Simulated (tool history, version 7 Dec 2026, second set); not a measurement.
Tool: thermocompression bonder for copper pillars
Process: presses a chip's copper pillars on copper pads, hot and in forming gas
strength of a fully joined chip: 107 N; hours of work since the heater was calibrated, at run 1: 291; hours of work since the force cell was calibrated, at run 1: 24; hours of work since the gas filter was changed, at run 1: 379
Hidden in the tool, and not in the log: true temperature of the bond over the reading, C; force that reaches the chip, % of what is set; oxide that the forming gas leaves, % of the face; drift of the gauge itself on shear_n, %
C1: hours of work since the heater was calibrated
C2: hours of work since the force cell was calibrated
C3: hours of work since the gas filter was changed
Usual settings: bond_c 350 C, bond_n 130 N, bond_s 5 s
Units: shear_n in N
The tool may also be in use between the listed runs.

{"run": 1, "hour": 0.0, "bond_c": 350, "bond_n": 130, "bond_s": 5, "C1": 291, "C2": 24, "C3": 379, "shear_n": 40.6}
{"run": 2, "hour": 13.1, "bond_c": 327, "bond_n": 130, "bond_s": 5, "C1": 297, "C2": 31, "C3": 386, "shear_n": 31.9}
{"run": 3, "hour": 21.8, "bond_c": 327, "bond_n": 130, "bond_s": 5, "C1": 302, "C2": 35, "C3": 390, "shear_n": 32.2}
{"run": 4, "hour": 29.4, "bond_c": 327, "bond_n": 130, "bond_s": 5, "C1": 305, "C2": 39, "C3": 394, "shear_n": 31.6}
{"hour": 31.2, "done": "forming gas filter changed"}
{"run": 5, "hour": 43.2, "bond_c": 327, "bond_n": 130, "bond_s": 5, "C1": 312, "C2": 45, "C3": 6, "shear_n": 33.3}
{"hour": 45.6, "done": "force cell calibrated"}
{"run": 6, "hour": 55.9, "bond_c": 327, "bond_n": 140, "bond_s": 5, "C1": 318, "C2": 5, "C3": 12, "shear_n": 34.6}
{"run": 7, "hour": 66.9, "bond_c": 373, "bond_n": 183, "bond_s": 13, "C1": 323, "C2": 11, "C3": 17, "shear_n": 85.2}
{"run": 8, "hour": 79.7, "bond_c": 321, "bond_n": 147, "bond_s": 12, "C1": 329, "C2": 17, "C3": 23, "shear_n": 47}
{"run": 9, "hour": 91.4, "bond_c": 350, "bond_n": 86, "bond_s": 7, "C1": 335, "C2": 23, "C3": 29, "shear_n": 33.7}
{"hour": 101.3, "done": "force cell calibrated, once more"}
{"run": 10, "hour": 104.3, "bond_c": 350, "bond_n": 86, "bond_s": 7, "C1": 341, "C2": 1, "C3": 35, "shear_n": 34.6}

5 ways to go on from here, each from the tool as it stands after run 10. What would each give?
{"run": "A", "hour": 114.8, "bond_c": 345, "bond_n": 160, "bond_s": 7, "C1": 346, "C2": 7, "C3": 40, "shear_n": "?"}
{"run": "B", "hour": 114.8, "bond_c": 354, "bond_n": 130, "bond_s": 5, "C1": 346, "C2": 7, "C3": 40, "shear_n": "?"}
{"run": "C", "hour": 114.8, "bond_c": 350, "bond_n": 131, "bond_s": 12, "C1": 346, "C2": 7, "C3": 40, "shear_n": "?"}
{"run": "D", "hour": 114.8, "bond_c": 324, "bond_n": 108, "bond_s": 15, "C1": 346, "C2": 7, "C3": 40, "shear_n": "?"}
{"run": "E", "hour": 114.8, "bond_c": 353, "bond_n": 86, "bond_s": 5, "C1": 346, "C2": 7, "C3": 40, "shear_n": "?"}

run=A shear_n=52.9
run=B shear_n=44.7
run=C shear_n=59.1
run=D shear_n=41.8
run=E shear_n=30.9
Without the tool's hidden state the same runs would have given:
run=A shear_n=55.1
run=B shear_n=46.7
run=C shear_n=61.4
run=D shear_n=43.8
run=E shear_n=32.4
